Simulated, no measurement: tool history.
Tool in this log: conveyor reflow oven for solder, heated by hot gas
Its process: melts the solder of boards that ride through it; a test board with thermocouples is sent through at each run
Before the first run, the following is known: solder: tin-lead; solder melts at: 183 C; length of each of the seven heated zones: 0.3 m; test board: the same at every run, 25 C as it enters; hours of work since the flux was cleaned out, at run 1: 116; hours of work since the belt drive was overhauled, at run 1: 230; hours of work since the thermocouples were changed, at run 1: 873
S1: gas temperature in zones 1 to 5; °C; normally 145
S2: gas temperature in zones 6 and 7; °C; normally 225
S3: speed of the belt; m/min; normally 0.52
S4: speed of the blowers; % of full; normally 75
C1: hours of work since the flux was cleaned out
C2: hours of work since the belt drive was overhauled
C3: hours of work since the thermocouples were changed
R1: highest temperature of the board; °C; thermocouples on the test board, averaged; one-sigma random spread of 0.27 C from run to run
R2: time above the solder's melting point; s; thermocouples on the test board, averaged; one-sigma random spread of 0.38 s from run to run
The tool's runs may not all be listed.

{"run": 1, "day": 0.0, "S1": 145, "S2": 225, "S3": 0.52, "S4": 75, "C1": 116, "C2": 230, "C3": 873, "R1": 217.4, "R2": 56.2}
{"run": 2, "day": 1.829, "S1": 145, "S2": 225, "S3": 0.52, "S4": 75, "C1": 134, "C2": 249, "C3": 891, "R1": 217.5, "R2": 56.1}
{"run": 3, "day": 4.375, "S1": 132, "S2": 225, "S3": 0.52, "S4": 75, "C1": 160, "C2": 275, "C3": 917, "R1": 215.5, "R2": 50.2}
{"run": 4, "day": 6.017, "S1": 132, "S2": 225, "S3": 0.52, "S4": 75, "C1": 177, "C2": 291, "C3": 934, "R1": 215.5, "R2": 50.6}
{"day": 6.954, "done": "flux residue cleaned out of gas plates and filters"}
{"run": 5, "day": 8.612, "S1": 145, "S2": 225, "S3": 0.52, "S4": 75, "C1": 17, "C2": 315, "C3": 958, "R1": 218.3, "R2": 56.6}
{"run": 6, "day": 10.212, "S1": 145, "S2": 225, "S3": 0.52, "S4": 75, "C1": 33, "C2": 332, "C3": 974, "R1": 218.8, "R2": 56.8}
{"run": 7, "day": 11.675, "S1": 145, "S2": 225, "S3": 0.52, "S4": 75, "C1": 48, "C2": 347, "C3": 989, "R1": 218.4, "R2": 57}
{"day": 13.55, "done": "thermocouples of zones 6 and 7 changed"}
{"run": 8, "day": 13.921, "S1": 145, "S2": 225, "S3": 0.52, "S4": 75, "C1": 70, "C2": 369, "C3": 4, "R1": 214.6, "R2": 54.4}
{"run": 9, "day": 16.383, "S1": 145, "S2": 225, "S3": 0.52, "S4": 75, "C1": 95, "C2": 394, "C3": 29, "R1": 214.8, "R2": 54.5}
{"run": 10, "day": 17.504, "S1": 145, "S2": 225, "S3": 0.512, "S4": 75, "C1": 106, "C2": 405, "C3": 40, "R1": 215, "R2": 55.3}
{"run": 11, "day": 19.2, "S1": 145, "S2": 217, "S3": 0.52, "S4": 75, "C1": 124, "C2": 422, "C3": 57, "R1": 207.4, "R2": 49.5}
{"run": 12, "day": 21.521, "S1": 145, "S2": 217, "S3": 0.52, "S4": 75, "C1": 147, "C2": 446, "C3": 81, "R1": 207.7, "R2": 49.4}
{"run": 13, "day": 23.429, "S1": 145, "S2": 217, "S3": 0.48, "S4": 75, "C1": 166, "C2": 465, "C3": 100, "R1": 208.9, "R2": 55}
{"day": 23.762, "done": "belt drive overhauled, speed set with a stopwatch"}
{"day": 25.429, "done": "flux residue cleaned out of gas plates and filters"}
{"run": 14, "day": 25.917, "S1": 145, "S2": 217, "S3": 0.48, "S4": 75, "C1": 5, "C2": 20, "C3": 122, "R1": 210, "R2": 56.3}
{"run": 15, "day": 27.179, "S1": 145, "S2": 217, "S3": 0.48, "S4": 75, "C1": 18, "C2": 33, "C3": 135, "R1": 210.3, "R2": 56.4}
{"run": 16, "day": 29.4, "S1": 145, "S2": 217, "S3": 0.48, "S4": 75, "C1": 40, "C2": 55, "C3": 157, "R1": 209.9, "R2": 56.3}
{"run": 17, "day": 30.712, "S1": 149, "S2": 225, "S3": 0.619, "S4": 75, "C1": 54, "C2": 68, "C3": 171, "R1": 212.2, "R2": 44.5}
{"run": 18, "day": 32.142, "S1": 144, "S2": 225, "S3": 0.524, "S4": 77, "C1": 68, "C2": 83, "C3": 185, "R1": 215.3, "R2": 54.5}
{"run": 19, "day": 34.121, "S1": 144, "S2": 225, "S3": 0.524, "S4": 77, "C1": 88, "C2": 103, "C3": 205, "R1": 215.3, "R2": 54.7}
{"run": 20, "day": 35.204, "S1": 150, "S2": 236, "S3": 0.444, "S4": 61, "C1": 99, "C2": 114, "C3": 216, "R1": 227, "R2": 74.4}
{"run": 21, "day": 37.525, "S1": 145, "S2": 225, "S3": 0.593, "S4": 75, "C1": 123, "C2": 138, "C3": 240, "R1": 212.2, "R2": 45.3}
{"day": 38.179, "done": "belt drive overhauled, speed set with a stopwatch, once more"}
{"run": 22, "day": 39.488, "S1": 151, "S2": 225, "S3": 0.52, "S4": 75, "C1": 141, "C2": 13, "C3": 258, "R1": 215.7, "R2": 56.7}
{"run": 23, "day": 41.504, "S1": 150, "S2": 225, "S3": 0.432, "S4": 62, "C1": 162, "C2": 34, "C3": 278, "R1": 217.3, "R2": 69.8}
{"run": 24, "day": 42.962, "S1": 145, "S2": 225, "S3": 0.432, "S4": 55, "C1": 176, "C2": 49, "C3": 293, "R1": 215.8, "R2": 65.7}
{"day": 43.808, "done": "flux residue cleaned out of gas plates and filters"}
{"run": 25, "day": 45.138, "S1": 145, "S2": 225, "S3": 0.432, "S4": 55, "C1": 13, "C2": 69, "C3": 313, "R1": 216.1, "R2": 66.6}
{"run": 26, "day": 47.0, "S1": 145, "S2": 225, "S3": 0.432, "S4": 55, "C1": 32, "C2": 87, "C3": 332, "R1": 216.4, "R2": 65.4}
{"run": 27, "day": 49.275, "S1": 144, "S2": 225, "S3": 0.432, "S4": 53, "C1": 56, "C2": 111, "C3": 355, "R1": 215.7, "R2": 65.2}
{"run": 28, "day": 51.271, "S1": 152, "S2": 225, "S3": 0.455, "S4": 52, "C1": 76, "C2": 131, "C3": 376, "R1": 215.5, "R2": 64.9}
{"run": 29, "day": 53.496, "S1": 148, "S2": 221, "S3": 0.429, "S4": 73, "C1": 98, "C2": 153, "C3": 398, "R1": 216, "R2": 68.9}
{"run": 30, "day": 54.621, "S1": 148, "S2": 221, "S3": 0.429, "S4": 73, "C1": 110, "C2": 165, "C3": 410, "R1": 215.8, "R2": 68.7}

Here are 3 independent what-if runs from the current tool condition. What would each one return?
{"run": "A", "day": 56.975, "S1": 141, "S2": 225, "S3": 0.431, "S4": 75, "C1": 134, "C2": 189, "C3": 433, "R1": "?", "R2": "?"}
{"run": "B", "day": 56.975, "S1": 134, "S2": 235, "S3": 0.429, "S4": 68, "C1": 134, "C2": 189, "C3": 433, "R1": "?", "R2": "?"}
{"run": "C", "day": 56.975, "S1": 145, "S2": 225, "S3": 0.52, "S4": 86, "C1": 134, "C2": 189, "C3": 433, "R1": "?", "R2": "?"}

run=A R1=219.2 R2=68.6
run=B R1=226.9 R2=70.5
run=C R1=217.3 R2=55.9
Without the tool's hidden state the same runs would have given:
run=A R1=218.4 R2=68
run=B R1=226.1 R2=70
run=C R1=216.7 R2=55.5

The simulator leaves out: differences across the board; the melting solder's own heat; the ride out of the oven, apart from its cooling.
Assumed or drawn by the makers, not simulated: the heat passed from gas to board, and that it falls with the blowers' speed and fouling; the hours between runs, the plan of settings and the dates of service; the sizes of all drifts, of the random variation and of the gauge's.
